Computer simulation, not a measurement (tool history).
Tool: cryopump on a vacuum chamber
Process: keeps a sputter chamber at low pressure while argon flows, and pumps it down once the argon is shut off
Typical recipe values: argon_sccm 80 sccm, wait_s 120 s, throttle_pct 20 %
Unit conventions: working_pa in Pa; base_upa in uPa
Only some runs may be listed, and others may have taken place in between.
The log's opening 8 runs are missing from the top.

| run | hour | argon_sccm | wait_s | throttle_pct | hours of work since the pump was warmed up and emptied | hours of work since the cold head was overhauled | hours of work since the chamber's fittings were tightened | working_pa | base_upa |
|---|---|---|---|---|---|---|---|---|---|
| 9 | 632.0 | 80 | 120 | 20 | 167 | 1866 | 89 | 0.3015 | 0.62 |
| 10 | 685.6 | 80 | 120 | 20 | 202 | 1901 | 124 | 0.3018 | 0.71 |
| 11 | 750.4 | 80 | 102 | 20 | 245 | 1944 | 167 | 0.2996 | 0.80 |
| 12 | 849.4 | 80 | 102 | 20 | 310 | 2009 | 232 | 0.3063 | 0.94 |
| 13 | 968.8 | 80 | 120 | 43 | 388 | 2087 | 311 | 0.1492 | 0.97 |
| 14 | 1075.9 | 80 | 120 | 43 | 459 | 2158 | 381 | 0.1526 | 1.07 |
| 15 | 1162.3 | 80 | 120 | 43 | 515 | 2214 | 438 | 0.1548 | 1.18 |
| 16 | 1243.3 | 80 | 30 | 20 | 569 | 2268 | 491 | 0.3118 | 2.33 |
| 17 | 1355.7 | 80 | 120 | 20 | 642 | 2342 | 565 | 0.3189 | 1.36 |
| 18 | 1425.1 | 80 | 120 | 20 | 688 | 2387 | 610 | 0.3170 | 1.54 |
| 19 | 1520.0 | 80 | 120 | 20 | 750 | 2449 | 673 | 0.3212 | 1.65 |
| 20 | 1609.6 | 80 | 120 | 20 | 809 | 2508 | 732 | 0.3259 | 1.79 |
|  | 1621.1 | pump warmed up, emptied and cooled again |
| 21 | 1711.3 | 34 | 41 | 60 | 59 | 2572 | 795 | 0.0437 | 2.17 |
| 22 | 1763.9 | 34 | 41 | 28 | 94 | 2607 | 830 | 0.0909 | 2.13 |
| 23 | 1816.0 | 34 | 41 | 26 | 128 | 2641 | 864 | 0.0974 | 2.32 |
| 24 | 1869.1 | 34 | 64 | 20 | 163 | 2676 | 899 | 0.1271 | 2.00 |
| 25 | 1962.4 | 80 | 32 | 20 | 224 | 2737 | 960 | 0.3009 | 2.80 |
| 26 | 2016.5 | 80 | 26 | 20 | 260 | 2772 | 996 | 0.3025 | 3.13 |
| 27 | 2132.0 | 80 | 26 | 20 | 336 | 2848 | 1072 | 0.3070 | 3.28 |
| 28 | 2241.2 | 80 | 26 | 20 | 407 | 2920 | 1143 | 0.3086 | 3.52 |

Expected results for the next run?
| 29 | 2357.0 | 35 | 246 | 45 | 484 | 2996 | 1219 | ? | ? |

{"run 29": {"working_pa": 0.0646, "base_upa": 2.06}}
Minus the tool's unlogged condition, the same run would have read working_pa 0.0570 Pa, base_upa 0.30 uPa.

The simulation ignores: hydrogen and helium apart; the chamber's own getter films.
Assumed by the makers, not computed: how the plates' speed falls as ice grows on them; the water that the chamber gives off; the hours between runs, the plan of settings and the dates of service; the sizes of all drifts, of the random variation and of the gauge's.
